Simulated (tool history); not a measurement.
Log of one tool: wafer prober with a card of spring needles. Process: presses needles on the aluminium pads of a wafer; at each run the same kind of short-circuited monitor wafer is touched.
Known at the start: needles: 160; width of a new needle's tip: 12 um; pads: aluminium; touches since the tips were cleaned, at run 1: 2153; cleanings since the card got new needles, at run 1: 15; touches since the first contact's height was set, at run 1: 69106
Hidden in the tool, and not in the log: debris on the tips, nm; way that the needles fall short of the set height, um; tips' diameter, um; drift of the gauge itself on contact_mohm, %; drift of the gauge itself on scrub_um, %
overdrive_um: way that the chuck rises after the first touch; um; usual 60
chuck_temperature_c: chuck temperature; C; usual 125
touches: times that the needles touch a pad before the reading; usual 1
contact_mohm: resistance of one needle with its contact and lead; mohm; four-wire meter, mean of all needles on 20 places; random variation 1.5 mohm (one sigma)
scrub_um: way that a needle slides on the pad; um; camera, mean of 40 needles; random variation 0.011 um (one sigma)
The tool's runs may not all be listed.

run	day	overdrive_um	chuck_temperature_c	touches	touches since the tips were cleaned	cleanings since the card got new needles	touches since the first contact's height was set	contact_mohm	scrub_um
1	0.000	60	125	1	2153	15	69106	195	10.30
2	0.850	60	125	1	5808	15	72761	260	10.32
# day 1.492: tips cleaned on abrasive film
3	2.258	60	125	1	3281	16	78773	332	10.26
# day 3.129: height of the first contact set anew
4	3.279	60	125	1	7619	16	655	330	10.44
# day 3.471: tips cleaned on abrasive film
# day 4.292: tips cleaned on abrasive film, once more
5	4.525	60	125	1	994	18	5958	175	10.39
6	5.542	60	125	1	5362	18	10326	262	10.39
# day 6.271: tips cleaned on abrasive film
7	6.496	60	51	1	962	19	14394	176	10.36
8	7.775	60	36	1	6451	19	19883	286	10.38
# day 8.296: tips cleaned on abrasive film
9	8.875	60	36	1	2472	20	24586	221	10.36
10	10.008	47	36	1	7336	20	29450	395	8.11
# day 10.271: tips cleaned on abrasive film
11	11.246	47	36	1	4180	21	34739	333	8.09
# day 12.233: tips cleaned on abrasive film
12	12.233	75	90	3	0	22	38973	130	12.92
13	13.654	60	115	3	6091	22	45064	184	10.32
# day 14.204: tips cleaned on abrasive film
14	14.288	48	115	1	366	23	47766	175	8.24
15	15.521	48	115	1	5650	23	53050	341	8.23
16	16.125	48	115	1	8243	23	55643	384	8.23
# day 16.192: tips cleaned on abrasive film
17	17.383	40	121	2	5109	24	61022	297	6.83

Forecast each of these 3 alternatives for the next run:
# day 18.192: tips cleaned on abrasive film
A	18.762	60	33	1	2452	25	66938	?	?
# day 18.192: tips cleaned on abrasive film
B	18.762	41	51	1	2452	25	66938	?	?
# day 18.192: tips cleaned on abrasive film
C	18.762	54	121	2	2452	25	66938	?	?

run	contact_mohm	scrub_um
A	223	10.27
B	316	6.98
C	197	9.24
Without the tool's hidden state the same runs would have given:
run	contact_mohm	scrub_um
A	122	10.40
B	125	7.11
C	134	9.37
